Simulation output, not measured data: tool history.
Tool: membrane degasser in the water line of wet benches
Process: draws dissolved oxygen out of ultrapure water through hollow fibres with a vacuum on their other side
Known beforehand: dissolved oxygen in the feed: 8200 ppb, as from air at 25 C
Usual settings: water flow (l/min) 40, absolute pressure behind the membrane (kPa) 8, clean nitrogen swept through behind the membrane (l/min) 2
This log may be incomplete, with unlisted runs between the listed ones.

run    hour  water flow (l/min)  absolute pressure behind the membrane (kPa)  clean nitrogen swept through behind the membrane (l/min)  dissolved oxygen in the water behind the degasser (ppb)  pressure that the water loses in the fibres (kPa)
  1       0                  40                                            8                                                         2                                                    357.3                                              65.12
  2   108.4                  40                                            8                                                         2                                                    359.8                                              65.19
  3   332.6                  40                                            8                                                         2                                                    361.2                                               65.8
  4     478                  40                                            8                                                         2                                                    356.6                                              65.17
  5     685                  40                                            8                                                         2                                                      360                                              65.22
  6   866.3                  40                                            8                                                         2                                                    363.3                                              66.09
  7  1114.1                  40                                            8                                                         2                                                    367.3                                                 66
  8  1363.6                  40                                            8                                                         2                                                    372.4                                              66.66
  9  1489.4                  40                                            8                                                         2                                                      376                                              66.65
 10  1725.2                  62                                        17.53                                                         2                                                   1095.3                                              104.1
 11  1940.9                  55                                        15.89                                                         2                                                    902.5                                              92.65
 12  2191.5                  55                                        15.89                                                         2                                                    929.9                                              92.89
     2206.2  -- vacuum gauge calibrated
 13  2318.6                  32                                        10.26                                                      2.39                                                    352.4                                              53.71
 14  2572.3                  32                                        10.02                                                      5.54                                                    226.1                                              54.31
 15  2787.6                  40                                            8                                                      5.75                                                    255.8                                              67.97
     2915.7  -- vacuum gauge calibrated, once more
 16  2959.9                  40                                        14.21                                                      1.56                                                    721.5                                              68.12
 17  3067.9                  52                                            8                                                      1.65                                                    526.8                                              88.68
 18  3239.8                  55                                            8                                                      1.65                                                    557.4                                              93.87

What if the next run were any one of these 4? Each begins from the tool's condition after run 18:
  A  3407.8                  44                                         5.25                                                      1.77                                                        ?                                                  ?
  B  3407.8                  35                                        11.05                                                      5.85                                                        ?                                                  ?
  C  3407.8                  40                                         18.6                                                         2                                                        ?                                                  ?
  D  3407.8                  39                                         8.49                                                      3.13                                                        ?                                                  ?

run  dissolved oxygen in the water behind the degasser (ppb)  pressure that the water loses in the fibres (kPa)
  A                                                      306                                              75.29
  B                                                    261.9                                              59.65
  C                                                    791.4                                              68.98
  D                                                    312.1                                              66.71
Stripped of hidden state, with their random variation kept, the same runs would have yielded:
run  dissolved oxygen in the water behind the degasser (ppb)  pressure that the water loses in the fibres (kPa)
  A                                                    255.2                                              69.88
  B                                                    221.1                                              55.37
  C                                                    747.7                                              64.06
  D                                                    268.1                                              61.93
